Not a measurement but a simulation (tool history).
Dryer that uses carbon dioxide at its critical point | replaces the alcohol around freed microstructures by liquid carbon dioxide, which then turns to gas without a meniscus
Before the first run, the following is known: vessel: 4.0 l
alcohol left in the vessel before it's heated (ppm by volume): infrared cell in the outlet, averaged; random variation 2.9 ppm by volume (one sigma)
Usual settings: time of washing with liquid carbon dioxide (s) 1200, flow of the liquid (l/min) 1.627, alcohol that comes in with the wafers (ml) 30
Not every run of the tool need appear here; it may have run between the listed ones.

run    hour  time of washing with liquid carbon dioxide (s)  flow of the liquid (l/min)  alcohol that comes in with the wafers (ml)  alcohol left in the vessel before it's heated (ppm by volume)
  1     0.0                                            1200                       1.627                                          30                                                             29
  2    57.9                                            1200                       1.627                                          30                                                             32
  3    86.0                                            1200                       1.627                                          30                                                             32
  4   128.6                                            1200                       1.627                                          30                                                             27
  5   189.3                                            1200                       1.627                                          30                                                             31
  6   225.4                                            1200                       1.627                                         113                                                             68
  7   278.7                                            1200                       1.627                                          30                                                             40
      300.1  -- inlet filter changed
  8   341.7                                            1200                       1.627                                          30                                                             31
  9   388.3                                            1200                       1.627                                          30                                                             31
 10   432.7                                            1200                       1.627                                          30                                                             34
 11   487.0                                            1080                       1.627                                          30                                                             42
 12   540.2                                            1080                       1.627                                          30                                                             46
 13   588.6                                            1080                       1.627                                          30                                                             41
 14   623.3                                            1440                       2.040                                          47                                                             31
 15   684.0                                            1200                       1.850                                          74                                                             45
 16   723.8                                            1140                       1.850                                          67                                                             46
 17   749.5                                             840                       2.660                                          92                                                             46
 18   805.0                                            1500                       1.130                                          34                                                             61
 19   856.7                                             900                       1.890                                          52                                                             71
 20   906.5                                             900                       2.470                                          72                                                             45
 21   944.0                                            1200                       2.140                                          29                                                             41
 22   981.2                                             780                       1.627                                         118                                                            439
 23  1026.5                                             780                       2.680                                          38                                                             48
     1039.1  -- purifier's bed changed
 24  1071.0                                             960                       1.920                                          30                                                             18
 25  1114.4                                             780                       1.160                                          37                                                            460
 26  1169.0                                            1200                       1.020                                          30                                                            142

Forecast each of these 5 alternatives for the next run:
  A  1227.9                                            1200                       1.670                                          30                                                              ?
  B  1227.9                                            1500                       1.020                                          95                                                              ?
  C  1227.9                                            1200                       1.627                                          31                                                              ?
  D  1227.9                                            1200                       1.530                                          30                                                              ?
  E  1227.9                                            1200                       1.370                                         106                                                              ?

run  alcohol left in the vessel before it's heated (ppm by volume)
  A                                                             20
  B                                                            172
  C                                                             23
  D                                                             28
  E                                                            128
With the hidden condition removed and each run's random variation left untouched, the same runs would have given:
run  alcohol left in the vessel before it's heated (ppm by volume)
  A                                                             11
  B                                                            108
  C                                                             13
  D                                                             16
  E                                                             77
